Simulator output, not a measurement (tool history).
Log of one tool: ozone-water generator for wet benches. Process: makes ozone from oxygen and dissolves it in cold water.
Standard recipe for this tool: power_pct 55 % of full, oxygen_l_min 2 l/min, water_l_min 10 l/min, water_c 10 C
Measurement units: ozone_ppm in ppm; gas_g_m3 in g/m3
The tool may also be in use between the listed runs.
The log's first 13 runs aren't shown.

run,hour,power_pct,oxygen_l_min,water_l_min,water_c,ozone_ppm,gas_g_m3
14,987,55,2,12,10,11.2,127.4
15,1070.2,55,2,12,10,11.2,127.8
# hour 1076.9: water thermometer calibrated
16,1172.9,55,2,12,10,11.3,126.6
17,1258.1,55,2,12,10,11.3,126.5
# hour 1288.6: water thermometer calibrated, once more
18,1347,51,2.97,7,6,17.8,99.2
19,1393.8,51,2.97,7,6,17.9,98.9
20,1501.1,55,1.05,6,10,18.3,175.7
21,1552.2,56,1.08,10,12,11.3,173.7

Estimate the outcome of run 22 from the log above:
22,1629.1,56,1.08,10,12,?,?

{"run 22": {"ozone_ppm": 11.2, "gas_g_m3": 173.5}}
With the hidden condition absent and the run-to-run variation left alone, this run would have shown ozone_ppm 13.2 ppm, gas_g_m3 193.7 g/m3.

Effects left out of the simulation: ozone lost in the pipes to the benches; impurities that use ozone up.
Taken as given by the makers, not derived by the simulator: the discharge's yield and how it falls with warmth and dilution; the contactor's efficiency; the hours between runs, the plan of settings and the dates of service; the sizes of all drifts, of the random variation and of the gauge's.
